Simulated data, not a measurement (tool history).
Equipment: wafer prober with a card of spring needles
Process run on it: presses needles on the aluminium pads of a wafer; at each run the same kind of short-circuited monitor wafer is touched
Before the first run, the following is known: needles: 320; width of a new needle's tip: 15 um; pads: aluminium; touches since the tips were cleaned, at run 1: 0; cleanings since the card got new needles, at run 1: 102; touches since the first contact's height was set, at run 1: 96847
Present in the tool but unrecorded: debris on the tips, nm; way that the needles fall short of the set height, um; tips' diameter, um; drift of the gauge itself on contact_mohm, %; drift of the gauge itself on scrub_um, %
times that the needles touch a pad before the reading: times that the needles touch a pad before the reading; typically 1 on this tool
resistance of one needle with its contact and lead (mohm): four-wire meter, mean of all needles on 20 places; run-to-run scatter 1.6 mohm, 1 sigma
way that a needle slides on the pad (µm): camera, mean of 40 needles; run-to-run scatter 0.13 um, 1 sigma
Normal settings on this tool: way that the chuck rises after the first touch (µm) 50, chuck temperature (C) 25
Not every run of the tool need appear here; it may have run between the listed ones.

run   hour  way that the chuck rises after the first touch (µm)  chuck temperature (C)  times that the needles touch a pad before the reading  touches since the tips were cleaned  cleanings since the card got new needles  touches since the first contact's height was set  resistance of one needle with its contact and lead (mohm)  way that a needle slides on the pad (µm)
  1      0                                                   50                     25                                                      1                                    0                                       102                                             96847                                                        151                                     10.15
       5.7  -- tips cleaned on abrasive film
      11.4  -- tips cleaned on abrasive film
      15.9  -- tips cleaned on abrasive film
      21.6  -- tips cleaned on abrasive film
      26.4  -- tips cleaned on abrasive film
  2   26.4                                                   50                     25                                                      1                                    0                                       107                                            114341                                                        152                                      9.83
      32.1  -- tips cleaned on abrasive film
      37.7  -- tips cleaned on abrasive film
      42.3  -- tips cleaned on abrasive film
        48  -- tips cleaned on abrasive film
  3     52                                                   50                     25                                                      1                                 2728                                       111                                            131381                                                        150                                      9.67
      53.2  -- tips cleaned on abrasive film
      58.9  -- tips cleaned on abrasive film
      61.4  -- height of the first contact set anew
      64.9  -- tips cleaned on abrasive film
      70.6  -- tips cleaned on abrasive film
      76.2  -- tips cleaned on abrasive film
      80.8  -- tips cleaned on abrasive film
      86.5  -- tips cleaned on abrasive film
  4   88.3                                                   50                     25                                                      1                                 1245                                       118                                             17818                                                        152                                      9.82
      91.8  -- tips cleaned on abrasive film
      96.3  -- tips cleaned on abrasive film
       102  -- tips cleaned on abrasive film
     107.7  -- tips cleaned on abrasive film
     112.2  -- tips cleaned on abrasive film
     117.9  -- tips cleaned on abrasive film
     123.6  -- tips cleaned on abrasive film
     129.3  -- tips cleaned on abrasive film
  5  132.8                                                   50                     25                                                      1                                 2417                                       126                                             47354                                                        153                                      9.89
     134.1  -- tips cleaned on abrasive film
     139.7  -- tips cleaned on abrasive film
     145.4  -- tips cleaned on abrasive film
     151.1  -- tips cleaned on abrasive film
     155.6  -- tips cleaned on abrasive film
  6  159.9                                                   50                     25                                                      1                                 2908                                       131                                             65332                                                        152                                       9.8
     161.2  -- tips cleaned on abrasive film
     165.7  -- tips cleaned on abrasive film
     171.4  -- tips cleaned on abrasive film
       176  -- tips cleaned on abrasive film
     180.5  -- tips cleaned on abrasive film
  7  180.6                                                   50                     68                                                      1                                   70                                       136                                             78963                                                        160                                      9.74
     185.2  -- tips cleaned on abrasive film
     190.9  -- tips cleaned on abrasive film
     196.5  -- tips cleaned on abrasive film
     201.1  -- tips cleaned on abrasive film
     206.8  -- tips cleaned on abrasive film
     212.5  -- tips cleaned on abrasive film
     218.1  -- tips cleaned on abrasive film
  8  220.7                                                   50                     68                                                      1                                 1738                                       143                                            105565                                                        162                                     10.05
       223  -- tips cleaned on abrasive film
     228.7  -- tips cleaned on abrasive film
     234.4  -- tips cleaned on abrasive film
     240.1  -- tips cleaned on abrasive film
  9  244.3                                                   50                     25                                                      2                                 2899                                       147                                            121272                                                        154                                     10.02
     245.6  -- tips cleaned on abrasive film
     251.2  -- tips cleaned on abrasive film
     256.9  -- tips cleaned on abrasive film
     262.6  -- tips cleaned on abrasive film
     268.3  -- tips cleaned on abrasive film
     269.7  -- height of the first contact set anew
     274.2  -- tips cleaned on abrasive film
 10  277.2                                                   50                     25                                                      2                                 1996                                       153                                              5010                                                        153                                      9.96
     279.5  -- tips cleaned on abrasive film
     284.1  -- tips cleaned on abrasive film
     289.8  -- tips cleaned on abrasive film
     295.4  -- tips cleaned on abrasive film
     301.1  -- tips cleaned on abrasive film
 11  303.9                                                   50                     25                                                      2                                 1856                                       158                                             22685                                                        153                                       9.9
     306.2  -- tips cleaned on abrasive film
     311.9  -- tips cleaned on abrasive film
     317.5  -- tips cleaned on abrasive film
     323.2  -- tips cleaned on abrasive film
     328.9  -- tips cleaned on abrasive film
     334.6  -- tips cleaned on abrasive film
     340.2  -- tips cleaned on abrasive film
 12    342                                                   50                     25                                                      2                                 1174                                       165                                             47964                                                        157                                      9.99
     345.4  -- tips cleaned on abrasive film
     351.1  -- tips cleaned on abrasive film
     356.8  -- tips cleaned on abrasive film
     361.3  -- tips cleaned on abrasive film
       367  -- tips cleaned on abrasive film
     372.7  -- tips cleaned on abrasive film
     378.4  -- tips cleaned on abrasive film
       384  -- tips cleaned on abrasive film
     389.7  -- tips cleaned on abrasive film
 13    391                                                   40                     37                                                      2                                  853                                       174                                             80456                                                        161                                      7.83
     394.4  -- tips cleaned on abrasive film
       399  -- tips cleaned on abrasive film
     404.7  -- tips cleaned on abrasive film
     409.2  -- tips cleaned on abrasive film
     414.9  -- tips cleaned on abrasive film
     420.6  -- tips cleaned on abrasive film
     426.2  -- tips cleaned on abrasive film
     430.8  -- tips cleaned on abrasive film
 14  432.3                                                   45                     35                                                      2                                 1013                                       182                                            107838                                                        157                                      8.83
     435.7  -- tips cleaned on abrasive film
     441.4  -- tips cleaned on abrasive film
     447.1  -- tips cleaned on abrasive film
     451.7  -- tips cleaned on abrasive film
     457.3  -- tips cleaned on abrasive film
       463  -- tips cleaned on abrasive film
     467.6  -- tips cleaned on abrasive film
     473.2  -- tips cleaned on abrasive film
 15  474.1                                                   45                     35                                                      2                                  551                                       190                                            135506                                                        157                                      8.72
     477.7  -- height of the first contact set anew
     478.9  -- tips cleaned on abrasive film
     484.6  -- tips cleaned on abrasive film
     490.3  -- tips cleaned on abrasive film
     495.9  -- tips cleaned on abrasive film
     501.6  -- tips cleaned on abrasive film
 16  502.9                                                   56                     27                                                      1                                  894                                       195                                             16713                                                        152                                     10.91
     506.4  -- tips cleaned on abrasive film
     512.1  -- tips cleaned on abrasive film
     517.7  -- tips cleaned on abrasive film
     523.4  -- tips cleaned on abrasive film
       528  -- tips cleaned on abrasive film
     533.6  -- tips cleaned on abrasive film
 17  534.2                                                   35                     85                                                      1                                  386                                       201                                             37437                                                        172                                      7.07
     538.8  -- tips cleaned on abrasive film
     544.5  -- tips cleaned on abrasive film
       549  -- tips cleaned on abrasive film
     554.7  -- tips cleaned on abrasive film
     560.4  -- tips cleaned on abrasive film
       566  -- tips cleaned on abrasive film
 18  568.9                                                   47                     44                                                      2                                 1957                                       207                                             60487                                                        156                                      9.28
     571.3  -- tips cleaned on abrasive film
     576.9  -- tips cleaned on abrasive film
     582.6  -- tips cleaned on abrasive film
     588.3  -- tips cleaned on abrasive film
       594  -- tips cleaned on abrasive film
 19  597.2                                                   64                     74                                                      1                                 2174                                       212                                             79234                                                        156                                     12.43

Predict the results of run 20:
     599.5  -- tips cleaned on abrasive film
     605.2  -- tips cleaned on abrasive film
     610.9  -- tips cleaned on abrasive film
     615.4  -- tips cleaned on abrasive film
 20  618.1                                                   64                     74                                                      1                                 1830                                       216                                             93118                                                          ?                                         ?

Run 20 measured resistance of one needle with its contact and lead (mohm) 159, way that a needle slides on the pad (µm) 12.61.
On a tool with no hidden condition, and with the same random variation, this run would have come out at resistance of one needle with its contact and lead (mohm) 159, way that a needle slides on the pad (µm) 12.61.
